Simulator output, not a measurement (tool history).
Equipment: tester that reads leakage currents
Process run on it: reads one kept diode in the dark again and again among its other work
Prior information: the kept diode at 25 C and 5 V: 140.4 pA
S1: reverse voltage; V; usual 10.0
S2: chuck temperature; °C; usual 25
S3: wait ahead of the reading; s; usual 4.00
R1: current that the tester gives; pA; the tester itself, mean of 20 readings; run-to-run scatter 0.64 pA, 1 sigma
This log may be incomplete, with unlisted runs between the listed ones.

run 1 hour=0.0 | S1=10.0 S2=25 S3=4.00 | R1=217.01
run 2 hour=19.9 | S1=10.0 S2=25 S3=4.00 | R1=216.40
run 3 hour=48.6 | S1=10.0 S2=25 S3=4.00 | R1=216.70
run 4 hour=81.3 | S1=10.0 S2=25 S3=4.00 | R1=216.51
run 5 hour=109.5 | S1=10.0 S2=25 S3=4.00 | R1=216.78
run 6 hour=133.4 | S1=10.0 S2=25 S3=4.00 | R1=217.14
run 7 hour=161.8 | S1=10.0 S2=25 S3=4.00 | R1=215.91
run 8 hour=191.6 | S1=10.0 S2=25 S3=4.00 | R1=216.58
run 9 hour=205.9 | S1=10.0 S2=25 S3=4.00 | R1=216.11
run 10 hour=235.3 | S1=10.0 S2=25 S3=4.00 | R1=216.16
run 11 hour=270.0 | S1=10.0 S2=25 S3=0.35 | R1=218.33
run 12 hour=299.1 | S1=10.0 S2=25 S3=0.35 | R1=219.06
run 13 hour=315.2 | S1=10.0 S2=25 S3=0.35 | R1=219.00
run 14 hour=336.8 | S1=10.0 S2=25 S3=4.00 | R1=216.36
run 15 hour=362.7 | S1=10.0 S2=25 S3=4.00 | R1=215.87
run 16 hour=391.9 | S1=11.4 S2=25 S3=4.00 | R1=234.37
run 17 hour=422.3 | S1=10.0 S2=25 S3=4.00 | R1=216.07
run 18 hour=438.0 | S1=10.0 S2=25 S3=4.00 | R1=216.51
run 19 hour=465.6 | S1=10.0 S2=25 S3=4.00 | R1=215.92
run 20 hour=486.9 | S1=10.0 S2=25 S3=4.00 | R1=215.80
run 21 hour=506.5 | S1=10.0 S2=42 S3=0.59 | R1=727.01
-- hour=511.6 chuck's temperature calibrated
run 22 hour=532.4 | S1=8.2 S2=40 S3=6.58 | R1=580.48
run 23 hour=562.9 | S1=15.5 S2=21 S3=0.78 | R1=220.31
run 24 hour=584.1 | S1=7.1 S2=50 S3=2.48 | R1=1040.53
run 25 hour=609.8 | S1=8.5 S2=25 S3=4.00 | R1=202.59
run 26 hour=629.1 | S1=8.5 S2=25 S3=4.00 | R1=202.70
run 27 hour=645.6 | S1=2.2 S2=25 S3=2.28 | R1=88.77
run 28 hour=678.3 | S1=10.9 S2=25 S3=5.58 | R1=235.45
run 29 hour=699.1 | S1=10.9 S2=28 S3=7.53 | R1=295.08
run 30 hour=722.8 | S1=17.5 S2=26 S3=4.24 | R1=341.01
run 31 hour=745.4 | S1=10.0 S2=36 S3=6.84 | R1=494.40
run 32 hour=777.3 | S1=10.0 S2=36 S3=6.84 | R1=494.92
run 33 hour=795.4 | S1=8.0 S2=54 S3=0.38 | R1=1448.83
run 34 hour=821.7 | S1=2.2 S2=54 S3=1.10 | R1=667.91
run 35 hour=845.0 | S1=2.2 S2=54 S3=1.10 | R1=666.31
run 36 hour=875.0 | S1=2.2 S2=54 S3=1.10 | R1=668.70
run 37 hour=907.3 | S1=15.7 S2=22 S3=1.02 | R1=239.39
run 38 hour=924.2 | S1=15.7 S2=41 S3=0.59 | R1=913.53
run 39 hour=957.2 | S1=15.7 S2=36 S3=0.59 | R1=652.46

Selected run-to-run steps in R1, each split into two signed amounts: the part the tool would show with no hidden state at all (from settings, incoming material and random variation), and the remainder, which goes to the hidden state together with any gauge scatter not common to the measured and the hidden-state-free results:
Hidden state present: stray current of the dirty probe card, pA a volt; current scale over the true one, %; true chuck temperature over the reading, C; drift of the gauge itself on leakage_pa, %.
Run 20 -> 21: S2 25 -> 42, S3 4.00 -> 0.59. R1 +511.21 pA: hidden state -14.62, all else +525.83.
Run 21 -> 22: S1 10.0 -> 8.2, S2 42 -> 40, S3 0.59 -> 6.58, chuck's temperature calibrated. R1 -146.53 pA: hidden state +22.23, all else -168.76.
Run 23 -> 24: S1 15.5 -> 7.1, S2 21 -> 50, S3 0.78 -> 2.48. R1 +820.22 pA: hidden state -6.35, all else +826.57.
Run 24 -> 25: S1 7.1 -> 8.5, S2 50 -> 25, S3 2.48 -> 4.00. R1 -837.94 pA: hidden state -1.35, all else -836.59.
Run 32 -> 33: S1 10.0 -> 8.0, S2 36 -> 54, S3 6.84 -> 0.38. R1 +953.91 pA: hidden state -1.49, all else +955.40.
Run 36 -> 37: S1 2.2 -> 15.7, S2 54 -> 22, S3 1.10 -> 1.02. R1 -429.31 pA: hidden state +16.42, all else -445.73.
